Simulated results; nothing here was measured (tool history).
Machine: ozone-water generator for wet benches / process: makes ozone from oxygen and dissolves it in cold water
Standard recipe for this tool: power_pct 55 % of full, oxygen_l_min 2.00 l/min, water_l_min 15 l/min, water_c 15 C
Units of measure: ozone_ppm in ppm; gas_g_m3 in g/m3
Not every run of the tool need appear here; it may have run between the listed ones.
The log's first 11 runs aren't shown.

| run | hour | power_pct | oxygen_l_min | water_l_min | water_c | ozone_ppm | gas_g_m3 |
|---|---|---|---|---|---|---|---|
| 12 | 434.4 | 55 | 1.28 | 15 | 12 | 6.39 | 138.7 |
| 13 | 482.1 | 55 | 1.28 | 15 | 12 | 6.50 | 139.1 |
| 14 | 534.0 | 55 | 1.28 | 15 | 12 | 6.47 | 139.9 |
| 15 | 588.9 | 55 | 1.28 | 15 | 12 | 6.45 | 140.5 |
| 16 | 617.4 | 55 | 2.00 | 15 | 15 | 7.66 | 119.7 |
| 17 | 669.6 | 81 | 2.00 | 18 | 15 | 8.39 | 158.6 |
| 18 | 710.5 | 81 | 1.09 | 18 | 15 | 6.33 | 196.0 |
| 19 | 733.0 | 69 | 1.09 | 24 | 8 | 4.21 | 173.9 |
| 20 | 758.1 | 55 | 2.00 | 15 | 12 | 7.82 | 121.1 |
| 21 | 809.6 | 58 | 2.98 | 16 | 11 | 8.88 | 108.4 |
| 22 | 854.6 | 58 | 2.98 | 23 | 20 | 5.81 | 109.0 |
| 23 | 885.2 | 58 | 2.98 | 23 | 20 | 5.66 | 108.3 |
| 24 | 938.0 | 55 | 1.03 | 14 | 8 | 6.41 | 150.6 |
| 25 | 984.6 | 46 | 3.58 | 11 | 13 | 10.57 | 86.0 |
| 26 | 1024.2 | 86 | 1.13 | 15 | 23 | 7.71 | 200.8 |
| 27 | 1062.9 | 55 | 2.85 | 15 | 15 | 8.56 | 105.9 |
| 28 | 1105.0 | 79 | 1.87 | 14 | 15 | 10.30 | 158.7 |
| 29 | 1132.4 | 79 | 1.87 | 14 | 15 | 10.33 | 158.4 |
| 30 | 1170.1 | 59 | 2.83 | 9 | 7 | 15.33 | 112.2 |

Run 31 is up next; what results do you expect?
| 31 | 1224.4 | 68 | 3.07 | 16 | 10 | ? | ? |

ozone_ppm: 10.10 ppm
gas_g_m3: 120.5 g/m3
Were there no unlogged condition in the tool, this run, its random variation unchanged, would have produced ozone_ppm 11.15 ppm, gas_g_m3 123.9 g/m3.

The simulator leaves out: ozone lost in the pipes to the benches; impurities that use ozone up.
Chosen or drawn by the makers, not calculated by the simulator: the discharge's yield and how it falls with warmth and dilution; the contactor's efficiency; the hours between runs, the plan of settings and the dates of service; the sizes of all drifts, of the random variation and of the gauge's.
